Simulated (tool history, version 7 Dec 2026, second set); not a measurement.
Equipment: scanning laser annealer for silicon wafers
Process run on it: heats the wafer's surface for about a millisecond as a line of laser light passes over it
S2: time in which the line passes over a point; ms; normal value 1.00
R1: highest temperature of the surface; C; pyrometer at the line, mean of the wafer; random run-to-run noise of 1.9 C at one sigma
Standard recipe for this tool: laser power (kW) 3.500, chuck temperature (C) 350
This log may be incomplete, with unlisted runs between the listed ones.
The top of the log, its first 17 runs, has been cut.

run 18 hour=1185.2 | laser_power_(kW)=2.990 S2=1.00 chuck_temperature_(C)=350 | R1=1006
run 19 hour=1247.5 | laser_power_(kW)=2.990 S2=1.00 chuck_temperature_(C)=350 | R1=1001
run 20 hour=1308.6 | laser_power_(kW)=2.990 S2=1.00 chuck_temperature_(C)=350 | R1=1002
run 21 hour=1357.3 | laser_power_(kW)=3.107 S2=0.75 chuck_temperature_(C)=363 | R1=954
run 22 hour=1436.9 | laser_power_(kW)=3.500 S2=1.00 chuck_temperature_(C)=350 | R1=1102
run 23 hour=1503.5 | laser_power_(kW)=3.500 S2=0.76 chuck_temperature_(C)=350 | R1=1010
run 24 hour=1587.4 | laser_power_(kW)=3.500 S2=0.76 chuck_temperature_(C)=350 | R1=1004
run 25 hour=1667.9 | laser_power_(kW)=3.500 S2=1.00 chuck_temperature_(C)=367 | R1=1108
run 26 hour=1758.4 | laser_power_(kW)=3.255 S2=0.91 chuck_temperature_(C)=354 | R1=1011
run 27 hour=1828.6 | laser_power_(kW)=3.198 S2=1.23 chuck_temperature_(C)=384 | R1=1126
run 28 hour=1882.9 | laser_power_(kW)=3.198 S2=1.23 chuck_temperature_(C)=384 | R1=1121
-- hour=1930.3 window over the wafer cleaned
run 29 hour=1931.9 | laser_power_(kW)=3.553 S2=0.98 chuck_temperature_(C)=322 | R1=1095
run 30 hour=1981.6 | laser_power_(kW)=3.553 S2=0.98 chuck_temperature_(C)=322 | R1=1091
run 31 hour=2055.2 | laser_power_(kW)=3.117 S2=0.89 chuck_temperature_(C)=379 | R1=1027
run 32 hour=2113.4 | laser_power_(kW)=3.117 S2=0.84 chuck_temperature_(C)=361 | R1=989
run 33 hour=2154.9 | laser_power_(kW)=3.767 S2=1.00 chuck_temperature_(C)=314 | R1=1131
run 34 hour=2238.4 | laser_power_(kW)=3.767 S2=1.00 chuck_temperature_(C)=314 | R1=1124
run 35 hour=2323.1 | laser_power_(kW)=3.767 S2=1.00 chuck_temperature_(C)=314 | R1=1115
-- hour=2361.4 optics aligned, line set to its width
run 36 hour=2384.9 | laser_power_(kW)=3.101 S2=0.92 chuck_temperature_(C)=356 | R1=1004
run 37 hour=2432.5 | laser_power_(kW)=3.824 S2=0.76 chuck_temperature_(C)=350 | R1=1074
run 38 hour=2475.7 | laser_power_(kW)=3.824 S2=0.83 chuck_temperature_(C)=351 | R1=1102
run 39 hour=2562.2 | laser_power_(kW)=3.673 S2=0.83 chuck_temperature_(C)=376 | R1=1098
run 40 hour=2604.5 | laser_power_(kW)=3.689 S2=1.07 chuck_temperature_(C)=376 | R1=1186

4 ways to go on from here, each from the tool as it stands after run 40. What would each give?
run A hour=2655.3 | laser_power_(kW)=3.142 S2=0.78 chuck_temperature_(C)=343 | R1=?
run B hour=2655.3 | laser_power_(kW)=3.689 S2=0.88 chuck_temperature_(C)=376 | R1=?
run C hour=2655.3 | laser_power_(kW)=3.735 S2=1.00 chuck_temperature_(C)=350 | R1=?
run D hour=2655.3 | laser_power_(kW)=3.689 S2=0.99 chuck_temperature_(C)=376 | R1=?

run=A R1=943
run=B R1=1111
run=C R1=1142
run=D R1=1155
Stripped of hidden state, with their random variation kept, the same runs would have yielded:
run=A R1=970
run=B R1=1146
run=C R1=1178
run=D R1=1191
